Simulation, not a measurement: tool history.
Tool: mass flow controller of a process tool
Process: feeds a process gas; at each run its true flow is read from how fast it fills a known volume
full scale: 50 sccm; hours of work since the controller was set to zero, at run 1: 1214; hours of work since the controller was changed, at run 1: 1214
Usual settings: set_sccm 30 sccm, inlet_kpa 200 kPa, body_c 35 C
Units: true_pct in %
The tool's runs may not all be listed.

run	day	set_sccm	inlet_kpa	body_c	hours of work since the controller was set to zero	hours of work since the controller was changed	true_pct
1	0	30	200	35	1214	1214	99.05
2	7.229	30	200	35	1268	1268	99.06
3	13.342	30	232	35	1312	1312	99.17
4	21.071	30	232	35	1369	1369	99.16
5	31.333	30	232	35	1445	1445	99.37
6	36.258	30	232	35	1481	1481	99.26
7	44.212	30	200	35	1539	1539	99.1
8	52.938	30	200	35	1603	1603	99.07
9	61.162	13	200	35	1664	1664	99.27
10	66.533	30	200	35	1703	1703	99.16
11	74.446	30	154	35	1761	1761	98.72
12	84.062	30	154	35	1832	1832	98.76
13	94.333	7	176	30	1908	1908	100.45
14	102.158	7	176	32	1965	1965	100.39
# day 103.142: controller's zero set anew
15	111.033	12	257	35	58	2030	100.83
16	115.917	14	226	30	94	2066	100.72
17	121.142	14	226	30	132	2105	100.78
18	127.883	39	270	35	182	2154	100.37
# day 133.379: controller's zero set anew, once more
19	136.196	10	244	25	21	2215	98.81
20	144.421	10	244	25	81	2275	98.88
21	153.379	32	244	25	147	2341	99.52
22	163.067	32	185	25	218	2413	99.24
23	168.746	13	178	38	260	2454	97.73

Forecast each of these 4 alternatives for the next run:
A	176.496	30	197	37	317	2511	?
B	176.496	17	200	22	317	2511	?
C	176.496	29	178	24	317	2511	?
D	176.496	30	233	38	317	2511	?

run	true_pct
A	98.44
B	98.98
C	99.14
D	98.56
Without the tool's hidden state the same runs would have given:
run	true_pct
A	98.45
B	98.89
C	99.14
D	98.57
